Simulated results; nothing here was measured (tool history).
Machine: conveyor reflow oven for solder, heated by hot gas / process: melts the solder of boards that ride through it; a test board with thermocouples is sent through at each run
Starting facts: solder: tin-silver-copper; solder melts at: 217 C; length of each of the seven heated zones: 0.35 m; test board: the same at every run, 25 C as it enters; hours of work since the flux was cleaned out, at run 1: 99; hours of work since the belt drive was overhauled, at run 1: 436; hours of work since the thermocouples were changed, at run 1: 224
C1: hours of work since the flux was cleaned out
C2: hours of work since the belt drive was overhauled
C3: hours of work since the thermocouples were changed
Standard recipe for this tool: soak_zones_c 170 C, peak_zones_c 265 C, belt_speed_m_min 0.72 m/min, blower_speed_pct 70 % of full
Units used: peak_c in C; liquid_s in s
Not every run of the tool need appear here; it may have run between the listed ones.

Run 1, hour 0: usual settings; C1 99; C2 436; C3 224. Result: peak_c 254 C, liquid_s 44.9 s.
Run 2, hour 11.2: usual settings but peak_zones_c 279 C; C1 104; C2 441; C3 229. Result: peak_c 266.8 C, liquid_s 50.3 s.
Run 3, hour 24.9: usual settings; C1 110; C2 447; C3 235. Result: peak_c 253.6 C, liquid_s 44.8 s.
Run 4, hour 37: usual settings; C1 115; C2 452; C3 240. Result: peak_c 253.4 C, liquid_s 44.9 s.
Run 5, hour 47.8: usual settings but blower_speed_pct 90 % of full; C1 120; C2 457; C3 245. Result: peak_c 257.1 C, liquid_s 47.2 s.
Run 6, hour 57.6: usual settings but blower_speed_pct 83 % of full; C1 124; C2 461; C3 249. Result: peak_c 255.9 C, liquid_s 46.5 s.
Run 7, hour 72.8: usual settings but blower_speed_pct 83 % of full; C1 131; C2 467; C3 256. Result: peak_c 256.2 C, liquid_s 46.5 s.
Run 8, hour 82.7: usual settings but blower_speed_pct 83 % of full; C1 135; C2 472; C3 260. Result: peak_c 256.4 C, liquid_s 46.3 s.
Run 9, hour 99.1: usual settings but blower_speed_pct 83 % of full; C1 142; C2 479; C3 267. Result: peak_c 256.2 C, liquid_s 46.3 s.
Run 10, hour 113.2: usual settings; C1 148; C2 485; C3 274. Result: peak_c 253.2 C, liquid_s 44.7 s.
Run 11, hour 122.5: usual settings but soak_zones_c 174 C; C1 152; C2 489; C3 278. Result: peak_c 254.2 C, liquid_s 45.9 s.
Run 12, hour 129.6: usual settings but peak_zones_c 272 C; C1 156; C2 492; C3 281. Result: peak_c 259.6 C, liquid_s 47.5 s.
At hour 144.2: flux residue cleaned out of gas plates and filters.
Run 13, hour 150.7: usual settings but peak_zones_c 272 C; C1 3; C2 499; C3 288. Result: peak_c 260.9 C, liquid_s 48.2 s.
Run 14, hour 157.8: usual settings but belt_speed_m_min 0.753 m/min; C1 6; C2 502; C3 291. Result: peak_c 253 C, liquid_s 42.8 s.
Run 15, hour 173.4: usual settings but belt_speed_m_min 0.753 m/min; C1 13; C2 509; C3 298. Result: peak_c 253.3 C, liquid_s 42.6 s.
Run 16, hour 184: usual settings but belt_speed_m_min 0.753 m/min; C1 17; C2 514; C3 302. Result: peak_c 253.1 C, liquid_s 42.5 s.
Run 17, hour 192: usual settings but peak_zones_c 266 C, belt_speed_m_min 0.753 m/min, blower_speed_pct 62 % of full; C1 21; C2 517; C3 306. Result: peak_c 252.1 C, liquid_s 41.6 s.
Run 18, hour 206.5: usual settings but peak_zones_c 259 C, belt_speed_m_min 0.753 m/min, blower_speed_pct 62 % of full; C1 27; C2 523; C3 312. Result: peak_c 245.9 C, liquid_s 38.1 s.
Run 19, hour 215.3: usual settings but soak_zones_c 166 C, peak_zones_c 258 C, belt_speed_m_min 0.747 m/min, blower_speed_pct 83 % of full; C1 31; C2 527; C3 316. Result: peak_c 248.5 C, liquid_s 40.3 s.
Run 20, hour 223.2: usual settings but soak_zones_c 166 C, peak_zones_c 258 C, belt_speed_m_min 0.747 m/min, blower_speed_pct 83 % of full; C1 34; C2 531; C3 319. Result: peak_c 248.8 C, liquid_s 40.5 s.
Run 21, hour 239.2: usual settings but soak_zones_c 166 C, peak_zones_c 258 C, belt_speed_m_min 0.747 m/min, blower_speed_pct 83 % of full; C1 41; C2 538; C3 326. Result: peak_c 248.5 C, liquid_s 40.2 s.
Run 22, hour 248.5: usual settings but soak_zones_c 166 C, peak_zones_c 258 C, belt_speed_m_min 0.747 m/min, blower_speed_pct 83 % of full; C1 45; C2 542; C3 330. Result: peak_c 248.7 C, liquid_s 40.5 s.
Run 23, hour 263.3: usual settings but soak_zones_c 166 C, peak_zones_c 258 C, belt_speed_m_min 0.747 m/min, blower_speed_pct 83 % of full; C1 52; C2 548; C3 337. Result: peak_c 248.4 C, liquid_s 40.4 s.
Run 24, hour 279: usual settings but soak_zones_c 160 C, peak_zones_c 257 C, belt_speed_m_min 0.83 m/min, blower_speed_pct 85 % of full; C1 59; C2 555; C3 344. Result: peak_c 244.5 C, liquid_s 32.4 s.
Run 25, hour 291.1: usual settings but soak_zones_c 161 C, peak_zones_c 257 C, belt_speed_m_min 0.792 m/min; C1 64; C2 560; C3 349. Result: peak_c 242.9 C, liquid_s 32.5 s.
Run 26, hour 298.3: usual settings but soak_zones_c 161 C; C1 67; C2 563; C3 352. Result: peak_c 252.9 C, liquid_s 42.4 s.
Run 27, hour 314.9: usual settings but belt_speed_m_min 0.587 m/min, blower_speed_pct 75 % of full; C1 74; C2 571; C3 359. Result: peak_c 258.9 C, liquid_s 60 s.
Run 28, hour 323.8: usual settings but soak_zones_c 178 C, peak_zones_c 263 C, belt_speed_m_min 0.638 m/min, blower_speed_pct 83 % of full; C1 78; C2 575; C3 363. Result: peak_c 256.8 C, liquid_s 56.3 s.
Run 29, hour 332.2: usual settings but peak_zones_c 275 C; C1 82; C2 578; C3 367. Result: peak_c 263.1 C, liquid_s 48.8 s.
Run 30, hour 347: usual settings but peak_zones_c 268 C, belt_speed_m_min 0.844 m/min, blower_speed_pct 71 % of full; C1 88; C2 585; C3 373. Result: peak_c 252.4 C, liquid_s 36.8 s.
Run 31, hour 355: usual settings but soak_zones_c 156 C, peak_zones_c 267 C, belt_speed_m_min 0.784 m/min; C1 92; C2 588; C3 377. Result: peak_c 251.2 C, liquid_s 36.4 s.
Run 32, hour 363: usual settings but soak_zones_c 157 C, belt_speed_m_min 0.586 m/min, blower_speed_pct 76 % of full; C1 95; C2 592; C3 380. Result: peak_c 257.6 C, liquid_s 56.2 s.

Branching from run 32: 3 alternative next runs. What would each branch give?
Run A, hour 372.5: usual settings but soak_zones_c 157 C, belt_speed_m_min 0.719 m/min, blower_speed_pct 76 % of full; C1 99; C2 596; C3 384. Result: peak_c ?, liquid_s ?.
Run B, hour 372.5: usual settings but soak_zones_c 159 C, peak_zones_c 280 C, belt_speed_m_min 0.74 m/min, blower_speed_pct 76 % of full; C1 99; C2 596; C3 384. Result: peak_c ?, liquid_s ?.
Run C, hour 372.5: usual settings but soak_zones_c 157 C, belt_speed_m_min 0.62 m/min, blower_speed_pct 76 % of full; C1 99; C2 596; C3 384. Result: peak_c ?, liquid_s ?.

run  peak_c  liquid_s
  A   253.9        42
  B   266.9      46.7
  C   256.9      52.6
Had the tool no hidden state, the same runs would have come out as:
run  peak_c  liquid_s
  A   255.2      42.4
  B   268.2      46.9
  C   258.1      52.9

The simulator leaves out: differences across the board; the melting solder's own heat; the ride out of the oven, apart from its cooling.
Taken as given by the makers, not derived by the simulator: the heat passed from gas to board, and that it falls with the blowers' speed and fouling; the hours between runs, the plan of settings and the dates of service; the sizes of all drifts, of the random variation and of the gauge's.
